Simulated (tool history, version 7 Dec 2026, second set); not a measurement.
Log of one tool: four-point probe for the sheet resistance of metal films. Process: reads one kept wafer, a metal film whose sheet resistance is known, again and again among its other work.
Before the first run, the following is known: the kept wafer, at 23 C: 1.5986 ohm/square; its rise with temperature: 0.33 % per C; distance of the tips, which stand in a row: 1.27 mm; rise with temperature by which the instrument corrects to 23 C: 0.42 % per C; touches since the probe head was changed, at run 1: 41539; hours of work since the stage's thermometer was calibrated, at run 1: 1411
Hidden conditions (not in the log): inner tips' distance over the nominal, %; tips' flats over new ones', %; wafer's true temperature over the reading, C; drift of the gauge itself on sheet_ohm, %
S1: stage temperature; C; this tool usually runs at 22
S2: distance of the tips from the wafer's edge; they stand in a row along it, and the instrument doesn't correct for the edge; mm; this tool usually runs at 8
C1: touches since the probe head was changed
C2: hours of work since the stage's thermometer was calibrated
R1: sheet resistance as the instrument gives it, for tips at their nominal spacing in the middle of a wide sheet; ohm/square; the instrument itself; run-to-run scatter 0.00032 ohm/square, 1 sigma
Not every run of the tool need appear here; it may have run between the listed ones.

{"run": 1, "hour": 0.0, "S1": 22, "S2": 8, "C1": 41539, "C2": 1411, "R1": 1.617518}
{"run": 2, "hour": 32.6, "S1": 22, "S2": 29, "C1": 42175, "C2": 1434, "R1": 1.598075}
{"run": 3, "hour": 77.1, "S1": 26, "S2": 29, "C1": 43043, "C2": 1464, "R1": 1.591997}
{"run": 4, "hour": 135.8, "S1": 22, "S2": 8, "C1": 44185, "C2": 1504, "R1": 1.617439}
{"run": 5, "hour": 178.2, "S1": 22, "S2": 8, "C1": 45013, "C2": 1533, "R1": 1.61689}
{"run": 6, "hour": 235.2, "S1": 22, "S2": 8, "C1": 46123, "C2": 1572, "R1": 1.617239}
{"run": 7, "hour": 282.6, "S1": 22, "S2": 8, "C1": 47048, "C2": 1604, "R1": 1.616538}
{"run": 8, "hour": 319.1, "S1": 22, "S2": 8, "C1": 47759, "C2": 1629, "R1": 1.616453}
{"run": 9, "hour": 361.5, "S1": 22, "S2": 8, "C1": 48585, "C2": 1658, "R1": 1.616344}
{"run": 10, "hour": 399.2, "S1": 22, "S2": 8, "C1": 49320, "C2": 1684, "R1": 1.616995}
{"run": 11, "hour": 433.7, "S1": 22, "S2": 8, "C1": 49992, "C2": 1707, "R1": 1.616758}
{"run": 12, "hour": 481.9, "S1": 22, "S2": 8, "C1": 50932, "C2": 1740, "R1": 1.616474}
{"run": 13, "hour": 537.7, "S1": 22, "S2": 8, "C1": 52020, "C2": 1778, "R1": 1.616387}
{"run": 14, "hour": 592.6, "S1": 22, "S2": 8, "C1": 53090, "C2": 1816, "R1": 1.616421}
{"run": 15, "hour": 624.0, "S1": 22, "S2": 8, "C1": 53701, "C2": 1837, "R1": 1.615604}

What will run 16 give?
{"hour": 632.8, "done": "stage's thermometer calibrated"}
{"run": 16, "hour": 656.1, "S1": 22, "S2": 8, "C1": 54318, "C2": 16, "R1": "?"}

Run 16 came out at R1 1.617829 ohm/square.
Were there no unlogged condition in the tool, this run, its random variation unchanged, would have produced R1 1.621423 ohm/square.

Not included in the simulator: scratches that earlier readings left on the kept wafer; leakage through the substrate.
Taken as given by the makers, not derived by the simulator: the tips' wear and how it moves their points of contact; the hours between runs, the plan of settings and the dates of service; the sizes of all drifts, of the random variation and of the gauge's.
